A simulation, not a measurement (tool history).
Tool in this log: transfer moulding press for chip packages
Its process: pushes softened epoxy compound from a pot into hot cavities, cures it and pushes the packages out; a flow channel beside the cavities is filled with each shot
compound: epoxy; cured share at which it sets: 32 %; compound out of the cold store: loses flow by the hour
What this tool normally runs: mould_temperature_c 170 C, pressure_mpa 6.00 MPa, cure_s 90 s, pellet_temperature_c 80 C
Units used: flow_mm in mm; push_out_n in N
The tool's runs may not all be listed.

run     day  mould_temperature_c  pressure_mpa  cure_s  pellet_temperature_c  incoming compound's hours out of the cold store  flow_mm  push_out_n
  1   0.000                  170          6.00      90                    80                                              9.6      851         290
  2   0.238                  170          6.00      90                    80                                             26.2      807         309
  3   0.654                  164          6.00      90                    80                                             36.1      809         476
  4   1.046                  164          6.00      90                    80                                             10.6      875         556
  5   1.496                  164          6.00      90                    80                                             36.5      807         559
  6   1.733                  164          6.00      90                    80                                             33.7      811         532
  7   2.104                  164          6.00      90                    80                                             46.5      771         571
  8   2.362                  164          6.00      90                    80                                             18.8      848         604
      2.500  -- cavities cleaned with cleaning compound and waxed
  9   2.675                  170          6.00      90                    85                                             23.4      808         274
 10   3.088                  170          6.00     113                    85                                             15.0      827         267
 11   3.479                  170          6.00     113                    85                                             42.5      756         301
 12   3.850                  170          6.00     113                    85                                             29.5      790         303
 13   4.196                  170          6.00     113                    85                                              8.7      845         321
 14   4.450                  170          6.00     113                    84                                             21.9      812         331
 15   4.646                  170          6.00     113                    84                                             14.1      830         339
 16   5.058                  170          6.00     113                    84                                              9.0      845         351
      5.275  -- cavities cleaned with cleaning compound and waxed
 17   5.612                  170          6.00     113                    84                                             26.4      791         260
 18   6.042                  170          6.00      90                    71                                             36.8      768         325
 19   6.292                  172          6.31     113                    71                                             24.1      817         304
 20   6.612                  163          6.30     121                    81                                             36.0      817         336
 21   6.950                  170          5.48      74                    81                                             47.7      705         522
 22   7.367                  163          6.00     121                    80                                             15.0      853         379
      7.721  -- plunger's sealing rings changed
 23   7.925                  170          5.45      77                    80                                             16.5      814         556
      8.150  -- cavities cleaned with cleaning compound and waxed
 24   8.438                  170          6.00      90                    88                                             33.1      806         279
 25   8.708                  176          4.60      98                    73                                             11.3      736         254
 26   9.029                  170          6.00     123                    80                                             11.6      861         285
 27   9.412                  170          6.00     123                    80                                             47.1      769         301
 28   9.683                  170          6.00      99                    70                                             15.3      852         332
 29  10.158                  170          6.00      99                    70                                             14.4      851         341
 30  10.417                  176          4.65      75                    88                                             26.8      699         402

Results for each run, recomputed without the tool's hidden state and with each run's random variation untouched:
The hidden state here: true mould temperature over the reading, C; pressure that reaches the compound, % of what is set; grip of the stained cavities, % over clean ones'; drift of the gauge itself on flow_mm, %; drift of the gauge itself on push_out_n, %.
run  flow_mm  push_out_n
  1      868         252
  2      824         253
  3      827         350
  4      895         379
  5      827         362
  6      832         335
  7      792         352
  8      872         361
  9      831         250
 10      852         215
 11      780         225
 12      816         214
 13      874         215
 14      840         218
 15      859         216
 16      876         217
 17      821         226
 18      799         249
 19      850         226
 20      851         234
 21      736         344
 22      891         242
 23      814         341
 24      807         244
 25      738         208
 26      864         214
 27      772         213
 28      856         224
 29      857         217
 30      704         253

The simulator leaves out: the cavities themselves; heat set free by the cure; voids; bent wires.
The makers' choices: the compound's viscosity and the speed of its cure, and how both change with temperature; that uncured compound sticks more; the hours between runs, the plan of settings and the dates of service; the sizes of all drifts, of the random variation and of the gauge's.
